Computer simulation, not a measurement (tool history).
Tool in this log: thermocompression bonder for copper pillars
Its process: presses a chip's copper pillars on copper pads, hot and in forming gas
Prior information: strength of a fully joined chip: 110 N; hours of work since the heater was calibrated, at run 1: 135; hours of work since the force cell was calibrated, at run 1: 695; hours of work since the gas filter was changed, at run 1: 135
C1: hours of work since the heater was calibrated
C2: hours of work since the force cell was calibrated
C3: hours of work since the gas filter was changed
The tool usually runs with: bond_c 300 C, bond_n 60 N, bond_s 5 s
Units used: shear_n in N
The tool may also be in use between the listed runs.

{"run": 1, "hour": 0.0, "bond_c": 300, "bond_n": 60, "bond_s": 5, "C1": 135, "C2": 695, "C3": 135, "shear_n": 71.3}
{"run": 2, "hour": 39.9, "bond_c": 300, "bond_n": 60, "bond_s": 5, "C1": 162, "C2": 722, "C3": 162, "shear_n": 68.9}
{"hour": 52.5, "done": "forming gas filter changed"}
{"run": 3, "hour": 77.6, "bond_c": 300, "bond_n": 77, "bond_s": 5, "C1": 187, "C2": 747, "C3": 17, "shear_n": 87.2}
{"run": 4, "hour": 142.9, "bond_c": 300, "bond_n": 77, "bond_s": 5, "C1": 231, "C2": 791, "C3": 61, "shear_n": 85.3}
{"run": 5, "hour": 182.0, "bond_c": 300, "bond_n": 77, "bond_s": 5, "C1": 258, "C2": 818, "C3": 87, "shear_n": 81.7}
{"run": 6, "hour": 239.7, "bond_c": 300, "bond_n": 78, "bond_s": 5, "C1": 297, "C2": 857, "C3": 126, "shear_n": 80.5}
{"run": 7, "hour": 282.1, "bond_c": 300, "bond_n": 78, "bond_s": 5, "C1": 325, "C2": 885, "C3": 155, "shear_n": 78.5}
{"hour": 301.8, "done": "forming gas filter changed"}
{"run": 8, "hour": 336.1, "bond_c": 300, "bond_n": 67, "bond_s": 5, "C1": 361, "C2": 921, "C3": 23, "shear_n": 82.6}
{"run": 9, "hour": 386.3, "bond_c": 300, "bond_n": 38, "bond_s": 5, "C1": 395, "C2": 955, "C3": 57, "shear_n": 60.2}
{"run": 10, "hour": 434.5, "bond_c": 300, "bond_n": 38, "bond_s": 5, "C1": 428, "C2": 988, "C3": 89, "shear_n": 57.9}
{"run": 11, "hour": 498.7, "bond_c": 277, "bond_n": 60, "bond_s": 5, "C1": 471, "C2": 1031, "C3": 133, "shear_n": 63.7}
{"run": 12, "hour": 540.6, "bond_c": 277, "bond_n": 60, "bond_s": 5, "C1": 499, "C2": 1059, "C3": 161, "shear_n": 61.5}
{"hour": 552.4, "done": "forming gas filter changed"}
{"run": 13, "hour": 572.9, "bond_c": 300, "bond_n": 60, "bond_s": 5, "C1": 521, "C2": 1081, "C3": 14, "shear_n": 78.2}
{"run": 14, "hour": 614.7, "bond_c": 300, "bond_n": 60, "bond_s": 5, "C1": 549, "C2": 1109, "C3": 42, "shear_n": 76.8}
{"run": 15, "hour": 654.3, "bond_c": 300, "bond_n": 60, "bond_s": 5, "C1": 576, "C2": 1136, "C3": 69, "shear_n": 77.9}
{"run": 16, "hour": 695.1, "bond_c": 300, "bond_n": 60, "bond_s": 6, "C1": 603, "C2": 1163, "C3": 96, "shear_n": 77.2}
{"run": 17, "hour": 734.2, "bond_c": 300, "bond_n": 60, "bond_s": 6, "C1": 629, "C2": 1189, "C3": 123, "shear_n": 77}
{"run": 18, "hour": 771.8, "bond_c": 279, "bond_n": 37, "bond_s": 12, "C1": 655, "C2": 1215, "C3": 148, "shear_n": 61.9}
{"hour": 805.0, "done": "forming gas filter changed"}
{"run": 19, "hour": 815.8, "bond_c": 279, "bond_n": 40, "bond_s": 12, "C1": 684, "C2": 1244, "C3": 7, "shear_n": 71.2}
{"run": 20, "hour": 864.1, "bond_c": 300, "bond_n": 60, "bond_s": 13, "C1": 717, "C2": 1277, "C3": 40, "shear_n": 91.6}

Estimate the outcome of run 21 from the log above:
{"hour": 878.6, "done": "force cell calibrated"}
{"run": 21, "hour": 911.1, "bond_c": 304, "bond_n": 62, "bond_s": 3, "C1": 747, "C2": 22, "C3": 71, "shear_n": "?"}

{"run 21": {"shear_n": 71.1}}
On a tool with no hidden condition, and with the same random variation, this run would have come out at shear_n 71.1 N.
